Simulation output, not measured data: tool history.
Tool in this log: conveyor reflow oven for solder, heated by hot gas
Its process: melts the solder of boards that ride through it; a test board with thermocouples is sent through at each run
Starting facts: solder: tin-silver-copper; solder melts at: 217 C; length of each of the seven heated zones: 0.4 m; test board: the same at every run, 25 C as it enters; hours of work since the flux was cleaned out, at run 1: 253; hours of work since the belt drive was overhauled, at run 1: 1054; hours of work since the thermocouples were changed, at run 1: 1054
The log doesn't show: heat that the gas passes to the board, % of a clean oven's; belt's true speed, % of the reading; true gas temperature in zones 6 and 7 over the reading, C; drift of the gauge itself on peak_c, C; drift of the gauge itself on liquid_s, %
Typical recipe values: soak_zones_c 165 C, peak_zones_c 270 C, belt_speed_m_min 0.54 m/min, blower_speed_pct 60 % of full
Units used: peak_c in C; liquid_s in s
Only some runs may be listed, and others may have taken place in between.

| run | day | soak_zones_c | peak_zones_c | belt_speed_m_min | blower_speed_pct | hours of work since the flux was cleaned out | hours of work since the belt drive was overhauled | hours of work since the thermocouples were changed | peak_c | liquid_s |
|---|---|---|---|---|---|---|---|---|---|---|
| 1 | 0 | 165 | 270 | 0.54 | 60 | 253 | 1054 | 1054 | 248.8 | 60 |
| 2 | 1.783 | 165 | 270 | 0.54 | 60 | 284 | 1084 | 1084 | 248.1 | 60.7 |
| 3 | 5.146 | 165 | 270 | 0.54 | 60 | 341 | 1142 | 1142 | 247.5 | 60.4 |
| 4 | 8.546 | 165 | 270 | 0.54 | 60 | 399 | 1200 | 1200 | 247 | 58.6 |
|  | 12.612 | flux residue cleaned out of gas plates and filters |
| 5 | 12.667 | 165 | 281 | 0.54 | 60 | 1 | 1266 | 1266 | 255.7 | 65.6 |
| 6 | 15.196 | 165 | 281 | 0.463 | 60 | 44 | 1309 | 1309 | 261.9 | 82.1 |
| 7 | 17.358 | 165 | 281 | 0.463 | 60 | 81 | 1346 | 1346 | 261.1 | 83.5 |
| 8 | 19.95 | 165 | 281 | 0.463 | 60 | 125 | 1391 | 1391 | 260.8 | 82.3 |
|  | 20.317 | thermocouples of zones 6 and 7 changed |
|  | 20.717 | belt drive overhauled, speed set with a stopwatch |
| 9 | 23.742 | 165 | 281 | 0.463 | 60 | 186 | 52 | 56 | 264.3 | 83.7 |
|  | 26.221 | flux residue cleaned out of gas plates and filters, once more |
| 10 | 26.604 | 159 | 270 | 0.54 | 60 | 7 | 97 | 101 | 251 | 59.2 |
| 11 | 29.012 | 159 | 270 | 0.54 | 69 | 48 | 138 | 142 | 252.3 | 61.1 |
| 12 | 31.758 | 159 | 276 | 0.54 | 69 | 94 | 185 | 189 | 257.1 | 66.4 |
| 13 | 34.708 | 165 | 270 | 0.537 | 60 | 145 | 235 | 239 | 250.9 | 62.9 |
| 14 | 36.858 | 165 | 270 | 0.537 | 60 | 181 | 272 | 276 | 250.3 | 61.8 |
| 15 | 39.304 | 165 | 270 | 0.537 | 60 | 223 | 314 | 317 | 250.5 | 62.4 |
| 16 | 42.45 | 179 | 265 | 0.575 | 78 | 277 | 367 | 371 | 249.1 | 62.9 |
| 17 | 44.038 | 165 | 260 | 0.43 | 64 | 304 | 394 | 398 | 248.9 | 77.7 |
| 18 | 46.079 | 165 | 260 | 0.481 | 64 | 339 | 429 | 433 | 245.7 | 65.1 |
| 19 | 49.938 | 165 | 260 | 0.481 | 64 | 405 | 495 | 499 | 244.6 | 64.5 |
|  | 53.583 | flux residue cleaned out of gas plates and filters |
| 20 | 53.658 | 157 | 269 | 0.54 | 60 | 1 | 555 | 559 | 248.9 | 57.7 |
| 21 | 55.842 | 157 | 270 | 0.441 | 58 | 39 | 592 | 596 | 256.1 | 79.9 |
| 22 | 59.629 | 157 | 281 | 0.441 | 85 | 103 | 657 | 661 | 269.2 | 90.6 |
| 23 | 62.046 | 177 | 270 | 0.54 | 60 | 144 | 698 | 702 | 252.5 | 66.5 |
| 24 | 64.017 | 155 | 270 | 0.58 | 60 | 178 | 732 | 735 | 244.6 | 48.4 |
| 25 | 66.575 | 155 | 270 | 0.58 | 60 | 222 | 775 | 779 | 245.3 | 47.5 |
| 26 | 68.721 | 155 | 270 | 0.58 | 60 | 258 | 812 | 816 | 244.7 | 47.6 |
| 27 | 71.438 | 155 | 269 | 0.58 | 50 | 305 | 858 | 862 | 240.2 | 42.6 |
| 28 | 73.875 | 165 | 270 | 0.579 | 60 | 346 | 900 | 904 | 246.4 | 52.7 |
| 29 | 76.429 | 165 | 270 | 0.579 | 60 | 390 | 943 | 947 | 246.6 | 52.5 |
| 30 | 79.638 | 165 | 270 | 0.579 | 60 | 444 | 998 | 1002 | 245.1 | 51.1 |

Measured less the same run without the tool's hidden state. The same run-to-run variation is in both; the gauge's scatter may not be:
| run | peak_c | liquid_s |
|---|---|---|
| 1 | -3.9 | -3.2 |
| 2 | -4.1 | -3.4 |
| 3 | -4.5 | -3.9 |
| 4 | -4.9 | -4.2 |
| 5 | -6.6 | -4.8 |
| 6 | -6.5 | -4.2 |
| 7 | -6.7 | -4.4 |
| 8 | -7 | -4.6 |
| 9 | -3.3 | -2.9 |
| 10 | -0.6 | -0.6 |
| 11 | -0.9 | -0.8 |
| 12 | -1.2 | -0.9 |
| 13 | -1.5 | -1.4 |
| 14 | -1.7 | -1.6 |
| 15 | -1.9 | -1.9 |
| 16 | -2.3 | -2 |
| 17 | -2.2 | -2.6 |
| 18 | -2.5 | -3.1 |
| 19 | -2.9 | -3.5 |
| 20 | -1.7 | -1.2 |
| 21 | -2 | -1.4 |
| 22 | -2.4 | -1 |
| 23 | -2.5 | -1.7 |
| 24 | -2.8 | -2.5 |
| 25 | -3.1 | -2.9 |
| 26 | -3.3 | -3.1 |
| 27 | -3.6 | -3.8 |
| 28 | -3.8 | -3.5 |
| 29 | -4.1 | -3.8 |
| 30 | -4.6 | -4.2 |
